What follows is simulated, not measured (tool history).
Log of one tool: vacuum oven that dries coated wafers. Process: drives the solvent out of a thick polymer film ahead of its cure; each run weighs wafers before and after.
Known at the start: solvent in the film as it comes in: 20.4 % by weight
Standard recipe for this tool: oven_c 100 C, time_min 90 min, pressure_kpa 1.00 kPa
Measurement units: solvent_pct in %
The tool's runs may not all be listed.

{"run": 1, "hour": 0.0, "oven_c": 100, "time_min": 90, "pressure_kpa": 1.0, "solvent_pct": 4.78}
{"run": 2, "hour": 83.0, "oven_c": 100, "time_min": 90, "pressure_kpa": 1.0, "solvent_pct": 5.03}
{"run": 3, "hour": 125.2, "oven_c": 100, "time_min": 90, "pressure_kpa": 0.94, "solvent_pct": 4.76}
{"run": 4, "hour": 189.2, "oven_c": 100, "time_min": 90, "pressure_kpa": 0.94, "solvent_pct": 4.82}
{"run": 5, "hour": 235.3, "oven_c": 100, "time_min": 90, "pressure_kpa": 0.94, "solvent_pct": 5.14}
{"run": 6, "hour": 305.4, "oven_c": 100, "time_min": 90, "pressure_kpa": 0.94, "solvent_pct": 4.99}
{"run": 7, "hour": 399.9, "oven_c": 100, "time_min": 90, "pressure_kpa": 0.94, "solvent_pct": 5.06}
{"run": 8, "hour": 492.1, "oven_c": 104, "time_min": 90, "pressure_kpa": 1.0, "solvent_pct": 3.72}
{"run": 9, "hour": 555.9, "oven_c": 108, "time_min": 51, "pressure_kpa": 1.87, "solvent_pct": 5.62}
{"run": 10, "hour": 624.7, "oven_c": 106, "time_min": 66, "pressure_kpa": 0.54, "solvent_pct": 4.26}
{"run": 11, "hour": 696.0, "oven_c": 97, "time_min": 90, "pressure_kpa": 3.06, "solvent_pct": 8.6}
{"run": 12, "hour": 759.2, "oven_c": 102, "time_min": 54, "pressure_kpa": 0.89, "solvent_pct": 7.4}
{"run": 13, "hour": 813.4, "oven_c": 102, "time_min": 54, "pressure_kpa": 0.89, "solvent_pct": 7.3}
{"run": 14, "hour": 879.8, "oven_c": 100, "time_min": 87, "pressure_kpa": 0.93, "solvent_pct": 5.69}

Predict each of these 4 candidate next runs independently; none follows another, all start after run 14:
{"run": "A", "hour": 963.5, "oven_c": 100, "time_min": 90, "pressure_kpa": 1.0, "solvent_pct": "?"}
{"run": "B", "hour": 963.5, "oven_c": 100, "time_min": 55, "pressure_kpa": 0.93, "solvent_pct": "?"}
{"run": "C", "hour": 963.5, "oven_c": 104, "time_min": 89, "pressure_kpa": 0.98, "solvent_pct": "?"}
{"run": "D", "hour": 963.5, "oven_c": 95, "time_min": 120, "pressure_kpa": 1.0, "solvent_pct": "?"}

run=A solvent_pct=5.71
run=B solvent_pct=8.30
run=C solvent_pct=4.06
run=D solvent_pct=6.17
Without the tool's unlogged condition, the same runs would have read:
run=A solvent_pct=4.10
run=B solvent_pct=6.71
run=C solvent_pct=2.72
run=D solvent_pct=4.48
